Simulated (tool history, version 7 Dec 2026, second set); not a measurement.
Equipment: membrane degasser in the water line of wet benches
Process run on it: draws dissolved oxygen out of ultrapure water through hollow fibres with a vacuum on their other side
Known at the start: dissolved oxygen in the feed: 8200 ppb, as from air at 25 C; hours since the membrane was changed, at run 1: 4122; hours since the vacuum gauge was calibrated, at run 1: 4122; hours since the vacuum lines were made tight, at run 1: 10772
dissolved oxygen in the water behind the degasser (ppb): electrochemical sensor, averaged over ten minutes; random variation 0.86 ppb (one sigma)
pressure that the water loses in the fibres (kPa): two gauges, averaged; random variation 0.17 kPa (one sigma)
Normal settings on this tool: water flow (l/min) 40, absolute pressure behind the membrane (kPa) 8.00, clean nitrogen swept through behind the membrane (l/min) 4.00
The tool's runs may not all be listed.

run	hour	water flow (l/min)	absolute pressure behind the membrane (kPa)	clean nitrogen swept through behind the membrane (l/min)	hours since the membrane was changed	hours since the vacuum gauge was calibrated	hours since the vacuum lines were made tight	dissolved oxygen in the water behind the degasser (ppb)	pressure that the water loses in the fibres (kPa)
1	0.0	40	8.00	4.00	4122	4122	10772	130.7	34.19
2	147.7	40	8.00	4.00	4270	4270	10920	129.9	34.34
3	271.2	40	11.82	4.00	4394	4394	11044	218.5	34.16
4	404.6	40	8.00	8.93	4527	4527	11177	69.1	34.08
5	537.7	40	8.00	8.93	4660	4660	11310	68.3	34.44
6	671.2	60	8.00	4.00	4794	4794	11443	259.9	51.33
7	784.7	60	8.00	4.00	4907	4907	11557	262.0	51.51
8	854.2	60	8.00	4.00	4977	4977	11627	261.0	51.43
9	952.1	40	8.00	4.00	5074	5074	11724	130.6	34.58
10	1045.1	25	8.00	4.00	5168	5168	11817	77.3	21.36
11	1154.6	40	5.18	4.00	5277	5277	11927	66.3	34.53
12	1229.2	25	5.18	4.00	5352	5352	12001	34.0	21.50
13	1356.2	40	8.00	4.00	5479	5479	12129	131.4	34.23
14	1476.8	40	8.00	6.88	5599	5599	12249	85.6	34.39
15	1560.8	40	8.00	2.59	5683	5683	12333	187.6	34.23
16	1692.3	40	8.00	2.59	5815	5815	12465	188.0	34.18
17	1816.9	40	8.00	2.59	5939	5939	12589	189.5	34.55
18	1889.3	40	8.00	1.98	6012	6012	12662	234.7	34.42
19	2004.3	40	8.00	1.98	6127	6127	12777	235.2	34.42
20	2104.2	40	8.00	1.98	6227	6227	12876	237.5	34.38
21	2261.7	40	8.36	1.98	6384	6384	13034	249.8	34.74
22	2351.2	40	8.36	1.98	6474	6474	13123	253.4	34.38
23	2470.6	40	8.36	1.98	6593	6593	13243	254.6	34.36
24	2610.4	33	6.64	1.96	6733	6733	13383	144.6	28.38
25	2762.5	33	6.64	1.96	6885	6885	13535	145.1	28.32
# hour 2831.5: vacuum gauge calibrated
26	2912.9	34	6.64	2.04	7035	81	13685	135.6	29.25
27	3069.4	58	8.43	5.64	7191	238	13841	212.1	49.91
28	3198.5	58	8.43	5.64	7320	367	13970	212.6	50.12
29	3358.9	24	5.09	2.69	7481	527	14131	41.7	20.51
# hour 3453.7: seals of the vacuum lines changed
30	3471.5	40	16.25	9.58	7591	638	18	147.3	34.83
31	3567.0	54	8.27	3.90	7687	733	113	223.4	46.88
32	3699.9	54	8.27	7.86	7820	866	246	147.8	46.79

For each entry between runs, how does the tool's hidden state at the last listed run before it compare with that at the first listed run after it?
Logged between run 25 and run 26: vacuum gauge calibrated (hour 2831.5)
  true pressure behind the membrane over the reading, kPa: 0.24 -> 0.02; air that leaks in behind the membrane, l/min: 0.0237 -> 0.024
  measured value less the no-hidden-state value, dissolved oxygen in the water behind the degasser (ppb): +11.4 -> +3.1; pressure that the water loses in the fibres (kPa): +0.65 -> +0.68
Logged between run 29 and run 30: seals of the vacuum lines changed (hour 3453.7)
  true pressure behind the membrane over the reading, kPa: 0.03 -> 0.04; air that leaks in behind the membrane, l/min: 0.0247 -> 0.0021
  measured value less the no-hidden-state value, dissolved oxygen in the water behind the degasser (ppb): +1.7 -> +2.6; pressure that the water loses in the fibres (kPa): +0.51 -> +0.87

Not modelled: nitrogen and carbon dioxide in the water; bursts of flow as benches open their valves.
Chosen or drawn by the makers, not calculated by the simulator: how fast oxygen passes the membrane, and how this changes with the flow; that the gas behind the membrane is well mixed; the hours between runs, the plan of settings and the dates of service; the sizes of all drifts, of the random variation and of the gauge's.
